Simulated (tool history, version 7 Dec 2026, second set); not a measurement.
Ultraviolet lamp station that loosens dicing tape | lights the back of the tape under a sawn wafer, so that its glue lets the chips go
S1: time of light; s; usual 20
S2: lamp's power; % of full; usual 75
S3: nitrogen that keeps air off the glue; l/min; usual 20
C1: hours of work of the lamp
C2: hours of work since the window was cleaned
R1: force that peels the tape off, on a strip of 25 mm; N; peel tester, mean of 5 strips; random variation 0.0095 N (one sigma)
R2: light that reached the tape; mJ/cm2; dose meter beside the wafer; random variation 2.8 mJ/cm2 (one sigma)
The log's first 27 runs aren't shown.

| run | day | S1 | S2 | S3 | C1 | C2 | R1 | R2 |
|---|---|---|---|---|---|---|---|---|
| 28 | 39.554 | 33 | 62 | 8 | 555 | 60 | 0.693 | 420 |
| 29 | 41.071 | 12 | 94 | 7 | 575 | 80 | 2.247 | 223 |
| 30 | 42.792 | 38 | 87 | 20 | 598 | 103 | 0.195 | 640 |
| 31 | 43.625 | 38 | 87 | 20 | 609 | 114 | 0.201 | 631 |
|  | 44.538 | lamp changed |
| 32 | 45.525 | 38 | 87 | 8 | 13 | 139 | 0.219 | 779 |
| 33 | 46.725 | 20 | 62 | 16 | 29 | 155 | 0.998 | 286 |
| 34 | 48.521 | 30 | 60 | 11 | 53 | 179 | 0.612 | 401 |
|  | 50.229 | window cleaned of glue's vapour |
| 35 | 50.475 | 30 | 60 | 11 | 79 | 3 | 0.440 | 465 |
| 36 | 52.158 | 30 | 60 | 11 | 101 | 26 | 0.477 | 450 |
| 37 | 53.375 | 20 | 68 | 25 | 117 | 42 | 0.548 | 331 |
| 38 | 54.896 | 20 | 68 | 25 | 138 | 62 | 0.561 | 326 |
| 39 | 56.779 | 17 | 97 | 25 | 163 | 87 | 0.405 | 383 |
| 40 | 58.562 | 17 | 97 | 25 | 186 | 111 | 0.434 | 368 |
| 41 | 60.521 | 17 | 97 | 25 | 212 | 137 | 0.465 | 356 |
| 42 | 62.421 | 15 | 91 | 6 | 238 | 162 | 1.683 | 285 |
| 43 | 64.075 | 15 | 91 | 6 | 260 | 184 | 1.746 | 281 |

4 ways to go on from here, each from the tool as it stands after run 43. What would each give?
|  | 65.338 | window cleaned of glue's vapour |
| A | 65.596 | 25 | 62 | 15 | 280 | 3 | ? | ? |
|  | 65.338 | window cleaned of glue's vapour |
| B | 65.596 | 18 | 91 | 31 | 280 | 3 | ? | ? |
|  | 65.338 | window cleaned of glue's vapour |
| C | 65.596 | 15 | 96 | 9 | 280 | 3 | ? | ? |
|  | 65.338 | window cleaned of glue's vapour |
| D | 65.596 | 24 | 66 | 8 | 280 | 3 | ? | ? |

| run | R1 | R2 |
|---|---|---|
| A | 0.592 | 370 |
| B | 0.335 | 392 |
| C | 0.982 | 343 |
| D | 0.848 | 382 |
Without the tool's hidden state the same runs would have given:
| run | R1 | R2 |
|---|---|---|
| A | 0.455 | 417 |
| B | 0.267 | 442 |
| C | 0.765 | 387 |
| D | 0.655 | 431 |
